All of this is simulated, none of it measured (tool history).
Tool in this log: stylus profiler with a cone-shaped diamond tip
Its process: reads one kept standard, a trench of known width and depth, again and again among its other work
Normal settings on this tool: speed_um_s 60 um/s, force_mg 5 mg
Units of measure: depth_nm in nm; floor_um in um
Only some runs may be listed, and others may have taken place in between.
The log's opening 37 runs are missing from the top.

run    hour  speed_um_s  force_mg  scans with this tip  hours of work since the height scale was calibrated  depth_nm  floor_um
 38  3161.7          27      2.02                 7403                                                   65    201.05      27.4
 39  3226.2          27      2.02                 7729                                                  116    201.01     27.32
 40  3344.8          77         5                 8328                                                  210    201.96     27.09
 41  3455.7          77         5                 8887                                                  298    201.84     27.09
 42  3510.4          45      5.18                 9164                                                  342    201.86     27.24
 43  3605.9          45      5.18                 9646                                                  417    201.87      27.2
 44  3662.9          45      5.18                 9933                                                  462    201.78     27.18
 45  3747.6          36      3.08                10361                                                  529    201.14     27.12

Below are 4 alternative next runs, each starting from the tool's condition after run 45. Predict each:
  A  3822.9          60      6.15                10741                                                  589         ?         ?
  B  3822.9          59      4.48                10741                                                  589         ?         ?
  C  3822.9          60      2.05                10741                                                  589         ?         ?
  D  3822.9          79       2.3                10741                                                  589         ?         ?

run  depth_nm  floor_um
  A    201.98     26.98
  B    201.44     26.96
  C    200.62     26.89
  D    200.85     26.77
Had the tool no hidden state, the same runs would have come out as:
run  depth_nm  floor_um
  A    202.52     27.97
  B    201.97     27.95
  C    201.15     27.87
  D    201.38     27.76

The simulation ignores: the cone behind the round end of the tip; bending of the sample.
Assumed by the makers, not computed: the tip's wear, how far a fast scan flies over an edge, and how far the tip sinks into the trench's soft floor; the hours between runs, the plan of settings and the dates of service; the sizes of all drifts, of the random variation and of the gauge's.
